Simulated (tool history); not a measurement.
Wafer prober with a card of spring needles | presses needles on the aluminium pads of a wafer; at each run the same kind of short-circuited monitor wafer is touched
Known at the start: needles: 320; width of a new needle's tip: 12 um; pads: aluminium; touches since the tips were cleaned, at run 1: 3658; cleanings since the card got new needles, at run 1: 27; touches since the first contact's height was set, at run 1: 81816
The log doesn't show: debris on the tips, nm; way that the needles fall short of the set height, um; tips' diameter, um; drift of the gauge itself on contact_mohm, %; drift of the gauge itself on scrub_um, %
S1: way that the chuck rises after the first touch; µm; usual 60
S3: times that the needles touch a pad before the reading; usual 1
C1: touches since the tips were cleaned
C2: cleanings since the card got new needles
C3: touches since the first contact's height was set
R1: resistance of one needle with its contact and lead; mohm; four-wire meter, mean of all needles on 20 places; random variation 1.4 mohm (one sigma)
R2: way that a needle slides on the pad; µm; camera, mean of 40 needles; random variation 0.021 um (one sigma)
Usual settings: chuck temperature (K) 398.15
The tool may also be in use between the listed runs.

Run 1, hour 0: usual settings; C1 3658; C2 27; C3 81816. Result: R1 169 mohm, R2 7.56 µm.
At hour 14.9: tips cleaned on abrasive film.
Run 2, hour 20.2: usual settings; C1 1247; C2 28; C3 86549. Result: R1 151 mohm, R2 7.58 µm.
At hour 47.7: tips cleaned on abrasive film.
Run 3, hour 51.3: usual settings; C1 836; C2 29; C3 93824. Result: R1 148 mohm, R2 7.53 µm.
Run 4, hour 68.7: usual settings; C1 4926; C2 29; C3 97914. Result: R1 176 mohm, R2 7.51 µm.
At hour 79: tips cleaned on abrasive film.
Run 5, hour 87.5: usual settings; C1 1992; C2 30; C3 102312. Result: R1 162 mohm, R2 7.54 µm.
Run 6, hour 105.1: usual settings; C1 6140; C2 30; C3 106460. Result: R1 175 mohm, R2 7.57 µm.
At hour 110.2: tips cleaned on abrasive film.
Run 7, hour 123.3: usual settings; C1 3090; C2 31; C3 110721. Result: R1 166 mohm, R2 7.55 µm.
At hour 143.7: tips cleaned on abrasive film.
Run 8, hour 156.2: usual settings; C1 2932; C2 32; C3 118419. Result: R1 167 mohm, R2 7.53 µm.
At hour 176.7: tips cleaned on abrasive film.
Run 9, hour 180: usual settings; C1 778; C2 33; C3 123991. Result: R1 150 mohm, R2 7.48 µm.
Run 10, hour 202.4: usual settings but S1 63 µm; C1 6048; C2 33; C3 129261. Result: R1 177 mohm, R2 7.87 µm.
At hour 207: tips cleaned on abrasive film.
Run 11, hour 221.4: usual settings but S1 61 µm, chuck temperature (K) 299.15, S3 2; C1 3385; C2 34; C3 133707. Result: R1 144 mohm, R2 7.67 µm.
At hour 237.8: tips cleaned on abrasive film.
Run 12, hour 258.2: usual settings but chuck temperature (K) 337.15, S3 2; C1 4804; C2 35; C3 142337. Result: R1 153 mohm, R2 7.52 µm.
At hour 269: tips cleaned on abrasive film.
At hour 283.6: height of the first contact set anew.
Run 13, hour 289.5: usual settings but chuck temperature (K) 337.15, S3 2; C1 4756; C2 36; C3 1404. Result: R1 152 mohm, R2 7.61 µm.
At hour 299.7: tips cleaned on abrasive film.
Run 14, hour 326.2: usual settings but S1 42 µm, chuck temperature (K) 306.15, S3 2; C1 6233; C2 37; C3 10007. Result: R1 185 mohm, R2 5.32 µm.
At hour 331: tips cleaned on abrasive film.
Run 15, hour 354.2: usual settings but S1 42 µm, chuck temperature (K) 306.15, S3 2; C1 5456; C2 38; C3 16554. Result: R1 182 mohm, R2 5.3 µm.
At hour 361.7: tips cleaned on abrasive film.
Run 16, hour 388.8: usual settings but S1 43 µm, chuck temperature (K) 319.15, S3 2; C1 6388; C2 39; C3 24683. Result: R1 183 mohm, R2 5.42 µm.

How the hidden state differs across the entries between the runs, from the last listed run before each to the first after it:
Between runs 1 and 2: tips cleaned on abrasive film (hour 14.9)
  debris on the tips, nm: 77.5 -> 38.8; way that the needles fall short of the set height, um: 0.71 -> 0.77; tips' diameter, um: 12.7 -> 12.72
  measured less the result without the state, R1: +39 -> +20 mohm; R2: -0.09 -> -0.1 µm
Between runs 2 and 3: tips cleaned on abrasive film (hour 47.7)
  debris on the tips, nm: 38.8 -> 33.3; way that the needles fall short of the set height, um: 0.77 -> 0.82; tips' diameter, um: 12.72 -> 12.74
  measured less the result without the state, R1: +20 -> +18 mohm; R2: -0.1 -> -0.11 µm
Between runs 4 and 5: tips cleaned on abrasive film (hour 79)
  debris on the tips, nm: 88.2 -> 57.5; way that the needles fall short of the set height, um: 0.82 -> 0.87; tips' diameter, um: 12.74 -> 12.76
  measured less the result without the state, R1: +45 -> +30 mohm; R2: -0.11 -> -0.11 µm
Between runs 6 and 7: tips cleaned on abrasive film (hour 110.2)
  debris on the tips, nm: 90.5 -> 71.3; way that the needles fall short of the set height, um: 0.87 -> 0.94; tips' diameter, um: 12.76 -> 12.78
  measured less the result without the state, R1: +45 -> +37 mohm; R2: -0.11 -> -0.12 µm
Between runs 7 and 8: tips cleaned on abrasive film (hour 143.7)
  debris on the tips, nm: 71.3 -> 69.4; way that the needles fall short of the set height, um: 0.94 -> 1.02; tips' diameter, um: 12.78 -> 12.81
  measured less the result without the state, R1: +37 -> +36 mohm; R2: -0.12 -> -0.13 µm
Between runs 8 and 9: tips cleaned on abrasive film (hour 176.7)
  debris on the tips, nm: 69.4 -> 30.1; way that the needles fall short of the set height, um: 1.02 -> 1.1; tips' diameter, um: 12.81 -> 12.83
  measured less the result without the state, R1: +36 -> +17 mohm; R2: -0.13 -> -0.14 µm
Between runs 10 and 11: tips cleaned on abrasive film (hour 207)
  debris on the tips, nm: 91.2 -> 74.9; way that the needles fall short of the set height, um: 1.1 -> 1.16; tips' diameter, um: 12.83 -> 12.85
  measured less the result without the state, R1: +44 -> +27 mohm; R2: -0.14 -> -0.14 µm
Between runs 11 and 12: tips cleaned on abrasive film (hour 237.8)
  debris on the tips, nm: 74.9 -> 84.2; way that the needles fall short of the set height, um: 1.16 -> 1.21; tips' diameter, um: 12.85 -> 12.87
  measured less the result without the state, R1: +27 -> +30 mohm; R2: -0.14 -> -0.16 µm
Between runs 12 and 13: tips cleaned on abrasive film (hour 269); height of the first contact set anew (hour 283.6)
  debris on the tips, nm: 84.2 -> 86.2; way that the needles fall short of the set height, um: 1.21 -> 0; tips' diameter, um: 12.87 -> 12.9
  measured less the result without the state, R1: +30 -> +29 mohm; R2: -0.16 -> +0 µm
Between runs 13 and 14: tips cleaned on abrasive film (hour 299.7)
  debris on the tips, nm: 86.2 -> 89.9; way that the needles fall short of the set height, um: 0 -> 0.08; tips' diameter, um: 12.9 -> 12.93
  measured less the result without the state, R1: +29 -> +60 mohm; R2: +0 -> -0.01 µm
Between runs 14 and 15: tips cleaned on abrasive film (hour 331)
  debris on the tips, nm: 89.9 -> 88; way that the needles fall short of the set height, um: 0.08 -> 0.16; tips' diameter, um: 12.93 -> 12.95
  measured less the result without the state, R1: +60 -> +59 mohm; R2: -0.01 -> -0.02 µm
Between runs 15 and 16: tips cleaned on abrasive film (hour 361.7)
  debris on the tips, nm: 88 -> 91.3; way that the needles fall short of the set height, um: 0.16 -> 0.23; tips' diameter, um: 12.95 -> 12.98
  measured less the result without the state, R1: +59 -> +58 mohm; R2: -0.02 -> -0.03 µm
